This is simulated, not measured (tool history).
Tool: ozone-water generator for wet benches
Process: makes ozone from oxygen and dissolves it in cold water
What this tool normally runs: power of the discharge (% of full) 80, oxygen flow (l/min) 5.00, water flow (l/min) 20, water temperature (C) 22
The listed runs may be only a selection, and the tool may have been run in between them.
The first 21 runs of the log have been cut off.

run	hour	power of the discharge (% of full)	oxygen flow (l/min)	water flow (l/min)	water temperature (C)	dissolved ozone (ppm)	ozone in the gas ahead of the water (g/m3)
22	1828.0	57	2.78	22	27	18.8	323.1
23	1888.9	57	2.78	22	27	18.9	322.8
24	1990.0	96	3.06	29	27	20.3	417.2
25	2055.1	72	7.72	12	17	36.5	218.8
26	2115.4	80	4.81	26	22	22.5	296.1
27	2213.9	80	4.81	26	22	22.4	296.2
28	2310.6	41	5.58	20	23	18.0	186.3
29	2436.1	80	5.00	23	16	26.6	292.5
30	2494.9	80	3.15	20	20	26.9	368.3

3 ways to go on from here, each from the tool as it stands after run 30. What would each give?
A	2627.1	44	5.00	20	22	?	?
B	2627.1	49	5.00	15	17	?	?
C	2627.1	80	5.00	30	16	?	?

run	dissolved ozone (ppm)	ozone in the gas ahead of the water (g/m3)
A	19.6	206.8
B	27.1	220.4
C	21.5	294.5
With the hidden condition removed and each run's random variation left untouched, the same runs would have given:
run	dissolved ozone (ppm)	ozone in the gas ahead of the water (g/m3)
A	19.6	202.1
B	27.1	215.5
C	21.5	288.0

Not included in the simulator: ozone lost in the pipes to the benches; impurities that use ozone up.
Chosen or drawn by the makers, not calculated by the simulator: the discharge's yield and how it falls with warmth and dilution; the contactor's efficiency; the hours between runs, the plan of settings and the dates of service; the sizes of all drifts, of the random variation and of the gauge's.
